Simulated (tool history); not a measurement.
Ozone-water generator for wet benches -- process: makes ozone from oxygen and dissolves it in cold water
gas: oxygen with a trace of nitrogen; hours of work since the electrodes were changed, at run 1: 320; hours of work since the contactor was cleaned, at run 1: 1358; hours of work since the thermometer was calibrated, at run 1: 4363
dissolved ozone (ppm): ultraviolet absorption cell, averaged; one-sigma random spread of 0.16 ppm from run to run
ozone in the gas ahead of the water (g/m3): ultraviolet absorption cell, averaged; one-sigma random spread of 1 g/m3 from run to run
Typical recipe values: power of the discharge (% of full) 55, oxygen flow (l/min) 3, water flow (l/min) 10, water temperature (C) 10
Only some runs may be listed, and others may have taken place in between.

run,hour,power of the discharge (% of full),oxygen flow (l/min),water flow (l/min),water temperature (C),hours of work since the electrodes were changed,hours of work since the contactor was cleaned,hours of work since the thermometer was calibrated,dissolved ozone (ppm),ozone in the gas ahead of the water (g/m3)
1,0.0,55,3,10,10,320,1358,4363,19.3,171.4
2,39.3,55,3,10,10,349,1387,4392,19.3,170.5
3,101.2,55,3,10,10,394,1432,4437,18.8,171.0
4,176.0,55,3,10,10,449,1487,4492,19.0,170.6
5,231.2,55,3,10,10,490,1527,4533,19.1,173.4
6,295.8,55,3,10,10,537,1575,4580,19.0,171.4
7,371.4,42,3,10,10,593,1630,4635,15.1,135.2
8,427.6,42,3,10,10,634,1671,4677,15.1,134.4
9,463.4,55,3,10,6,660,1698,4703,20.0,171.8
10,545.5,55,3,10,6,720,1758,4763,20.1,170.7
11,626.5,55,3,10,6,780,1817,4822,20.1,169.7
12,696.7,55,3,10,6,831,1869,4874,19.8,170.9

Run 13 is up next; what results do you expect?
13,763.3,55,3,10,6,880,1918,4923,?,?

{"run 13": {"dissolved ozone (ppm)": 19.8, "ozone in the gas ahead of the water (g/m3)": 169.1}}
Had the tool carried no hidden state, the very same run would have given dissolved ozone (ppm) 20.9, ozone in the gas ahead of the water (g/m3) 172.5.
